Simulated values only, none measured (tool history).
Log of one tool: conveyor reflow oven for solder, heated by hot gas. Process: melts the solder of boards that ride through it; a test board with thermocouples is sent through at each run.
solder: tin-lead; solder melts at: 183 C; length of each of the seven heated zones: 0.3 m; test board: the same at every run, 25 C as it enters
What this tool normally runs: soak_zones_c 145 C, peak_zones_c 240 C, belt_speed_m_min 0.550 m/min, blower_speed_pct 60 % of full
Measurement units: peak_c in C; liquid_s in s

| run | hour | soak_zones_c | peak_zones_c | belt_speed_m_min | blower_speed_pct | peak_c | liquid_s |
|---|---|---|---|---|---|---|---|
| 1 | 0.0 | 145 | 240 | 0.550 | 60 | 218.2 | 51.0 |
| 2 | 8.0 | 145 | 240 | 0.550 | 60 | 217.9 | 51.3 |
| 3 | 22.9 | 145 | 240 | 0.550 | 71 | 220.9 | 53.2 |
| 4 | 37.7 | 145 | 240 | 0.550 | 71 | 220.9 | 53.3 |
| 5 | 45.4 | 145 | 240 | 0.550 | 71 | 220.9 | 53.5 |
| 6 | 52.7 | 145 | 240 | 0.550 | 71 | 220.9 | 53.4 |
| 7 | 68.0 | 145 | 240 | 0.572 | 71 | 219.1 | 50.2 |
| 8 | 81.2 | 145 | 240 | 0.572 | 71 | 219.3 | 50.1 |
| 9 | 92.0 | 145 | 240 | 0.550 | 60 | 217.7 | 50.7 |
|  | 108.7 | flux residue cleaned out of gas plates and filters |
| 10 | 110.5 | 145 | 240 | 0.550 | 60 | 216.4 | 49.6 |
| 11 | 120.7 | 145 | 240 | 0.550 | 52 | 213.6 | 47.4 |
| 12 | 127.5 | 145 | 240 | 0.550 | 52 | 214.1 | 47.3 |
| 13 | 134.2 | 145 | 240 | 0.550 | 52 | 213.7 | 47.3 |
| 14 | 145.2 | 145 | 240 | 0.550 | 52 | 213.7 | 47.2 |
|  | 151.4 | flux residue cleaned out of gas plates and filters, once more |
| 15 | 159.4 | 145 | 247 | 0.550 | 60 | 227.8 | 57.4 |
| 16 | 170.0 | 145 | 249 | 0.550 | 90 | 237.4 | 61.8 |
| 17 | 179.2 | 131 | 240 | 0.461 | 64 | 226.7 | 63.9 |
| 18 | 186.4 | 142 | 243 | 0.550 | 60 | 223.9 | 54.3 |
| 19 | 200.9 | 142 | 243 | 0.550 | 60 | 223.8 | 54.3 |
| 20 | 209.8 | 143 | 243 | 0.550 | 71 | 227.6 | 56.6 |

Expected results for the next run?
| 21 | 224.3 | 143 | 238 | 0.550 | 75 | ? | ? |

peak_c: 224.0 C
liquid_s: 55.0 s
Had the tool carried no hidden state, the very same run would have given peak_c 223.2 C, liquid_s 54.2 s.
